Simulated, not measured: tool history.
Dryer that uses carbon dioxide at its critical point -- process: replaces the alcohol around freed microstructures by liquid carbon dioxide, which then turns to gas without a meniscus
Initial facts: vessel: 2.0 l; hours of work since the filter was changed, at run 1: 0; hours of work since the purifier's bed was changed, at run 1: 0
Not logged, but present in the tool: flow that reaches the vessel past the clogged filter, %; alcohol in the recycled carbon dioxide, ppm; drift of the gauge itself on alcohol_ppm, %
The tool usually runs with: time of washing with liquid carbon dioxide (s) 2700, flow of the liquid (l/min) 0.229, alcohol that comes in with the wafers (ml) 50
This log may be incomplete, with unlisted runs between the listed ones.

run,hour,time of washing with liquid carbon dioxide (s),flow of the liquid (l/min),alcohol that comes in with the wafers (ml),hours of work since the filter was changed,hours of work since the purifier's bed was changed,alcohol left in the vessel before it's heated (ppm by volume)
1,0.0,2700,0.229,50,0,0,412
2,29.0,2700,0.229,50,17,17,414
3,76.9,2700,0.294,50,46,46,133
4,124.8,2700,0.294,50,74,74,145
5,175.5,2700,0.294,50,104,104,142
6,218.0,2700,0.294,50,130,130,154
7,260.2,2700,0.229,42,155,155,404
8,324.4,2700,0.324,50,193,193,112
9,355.9,2700,0.324,50,212,212,132
10,408.4,2700,0.324,50,243,243,142
11,435.3,2700,0.180,50,259,259,1281
12,465.1,2400,0.229,50,277,277,806
13,530.5,2400,0.229,50,316,316,887
14,568.5,2400,0.229,50,338,338,884
15,615.5,2400,0.278,50,366,366,459
16,652.7,2400,0.278,50,388,388,462
17,684.9,2700,0.229,50,408,408,659
18,739.0,2700,0.323,33,440,440,164
19,776.9,1860,0.229,38,462,462,1522
20,837.7,2760,0.215,41,499,499,707
21,896.0,2700,0.158,75,533,533,3257
22,929.3,1980,0.276,101,553,553,2017
# hour 956.2: inlet filter changed
23,968.8,2100,0.353,50,7,576,241
24,1024.7,1800,0.345,118,41,609,884
25,1078.5,1800,0.345,118,73,641,925
26,1114.0,1800,0.345,118,94,662,920
27,1166.1,2460,0.229,106,125,694,1408
28,1209.6,3180,0.229,50,151,719,331
29,1269.3,3960,0.164,21,186,755,302
30,1314.0,3660,0.164,31,213,781,481
31,1350.2,3660,0.164,31,234,803,492
32,1413.6,2280,0.325,39,272,841,304
33,1474.4,2820,0.229,37,308,877,459

What if the next run were any one of these 3? Each begins from the tool's condition after run 33:
A,1502.0,2520,0.229,22,325,893,?
B,1502.0,3960,0.229,22,325,893,?
C,1502.0,3660,0.204,50,325,893,?

run,alcohol left in the vessel before it's heated (ppm by volume)
A,439
B,180
C,390
Stripped of hidden state, with their random variation kept, the same runs would have yielded:
run,alcohol left in the vessel before it's heated (ppm by volume)
A,217
B,21
C,166
